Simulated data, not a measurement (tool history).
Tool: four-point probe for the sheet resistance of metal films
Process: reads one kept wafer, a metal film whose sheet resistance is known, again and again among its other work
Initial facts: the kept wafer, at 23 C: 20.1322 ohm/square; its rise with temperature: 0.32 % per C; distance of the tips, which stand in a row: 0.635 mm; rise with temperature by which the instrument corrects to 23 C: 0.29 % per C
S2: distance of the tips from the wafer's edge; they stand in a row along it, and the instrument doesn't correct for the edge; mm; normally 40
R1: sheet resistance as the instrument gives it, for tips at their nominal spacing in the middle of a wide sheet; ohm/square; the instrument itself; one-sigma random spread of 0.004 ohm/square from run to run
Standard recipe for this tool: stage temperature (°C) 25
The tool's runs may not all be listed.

run 1 hour=0 | stage_temperature_(°C)=25 S2=40 | R1=20.465153
run 2 hour=31.5 | stage_temperature_(°C)=25 S2=40 | R1=20.469232
run 3 hour=44.6 | stage_temperature_(°C)=25 S2=40 | R1=20.469162
run 4 hour=74.3 | stage_temperature_(°C)=25 S2=40 | R1=20.467732
run 5 hour=91.5 | stage_temperature_(°C)=25 S2=40 | R1=20.475342
run 6 hour=104.8 | stage_temperature_(°C)=25 S2=23 | R1=20.483467
run 7 hour=126.7 | stage_temperature_(°C)=25 S2=23 | R1=20.49066
run 8 hour=154.8 | stage_temperature_(°C)=25 S2=4 | R1=20.762565
run 9 hour=177.9 | stage_temperature_(°C)=32 S2=40 | R1=20.538807
run 10 hour=201.5 | stage_temperature_(°C)=32 S2=40 | R1=20.547363
run 11 hour=220.3 | stage_temperature_(°C)=24 S2=40 | R1=20.494498
run 12 hour=245.4 | stage_temperature_(°C)=24 S2=40 | R1=20.501279
run 13 hour=276.5 | stage_temperature_(°C)=25 S2=40 | R1=20.518033
run 14 hour=308.6 | stage_temperature_(°C)=25 S2=40 | R1=20.513589
run 15 hour=333.5 | stage_temperature_(°C)=25 S2=40 | R1=20.528981
run 16 hour=354.8 | stage_temperature_(°C)=25 S2=15 | R1=20.540471
run 17 hour=377.7 | stage_temperature_(°C)=25 S2=15 | R1=20.545383
-- hour=401.3 new probe head fitted
run 18 hour=401.3 | stage_temperature_(°C)=25 S2=15 | R1=20.19131
run 19 hour=432.4 | stage_temperature_(°C)=20 S2=11 | R1=20.1737
run 20 hour=459.4 | stage_temperature_(°C)=24 S2=4 | R1=20.444932
run 21 hour=473 | stage_temperature_(°C)=25 S2=53 | R1=20.187669
run 22 hour=504.5 | stage_temperature_(°C)=34 S2=8 | R1=20.324315
run 23 hour=533.9 | stage_temperature_(°C)=33 S2=15 | R1=20.269069
run 24 hour=554.6 | stage_temperature_(°C)=33 S2=4 | R1=20.519902
run 25 hour=585.5 | stage_temperature_(°C)=21 S2=16 | R1=20.205465
run 26 hour=604.9 | stage_temperature_(°C)=25 S2=5 | R1=20.388396
run 27 hour=628.8 | stage_temperature_(°C)=34 S2=46 | R1=20.274166
run 28 hour=654.8 | stage_temperature_(°C)=24 S2=12 | R1=20.245425
run 29 hour=678.7 | stage_temperature_(°C)=24 S2=12 | R1=20.254275
run 30 hour=706 | stage_temperature_(°C)=30 S2=11 | R1=20.298231
run 31 hour=723.1 | stage_temperature_(°C)=24 S2=40 | R1=20.232046
run 32 hour=745.5 | stage_temperature_(°C)=24 S2=40 | R1=20.234259
run 33 hour=777.9 | stage_temperature_(°C)=20 S2=4 | R1=20.478379
run 34 hour=807.6 | stage_temperature_(°C)=20 S2=4 | R1=20.485308
run 35 hour=829 | stage_temperature_(°C)=31 S2=29 | R1=20.298004

Alternative continuations, all from the tool just after run 35; predict every row:
run A hour=860 | stage_temperature_(°C)=29 S2=40 | R1=?
run B hour=860 | stage_temperature_(°C)=25 S2=26 | R1=?
run C hour=860 | stage_temperature_(°C)=30 S2=29 | R1=?
run D hour=860 | stage_temperature_(°C)=24 S2=9 | R1=?

run=A R1=20.283404
run=B R1=20.260552
run=C R1=20.295521
run=D R1=20.299736
With the hidden condition removed and each run's random variation left untouched, the same runs would have given:
run=A R1=20.171943
run=B R1=20.149097
run=C R1=20.184025
run=D R1=20.188052
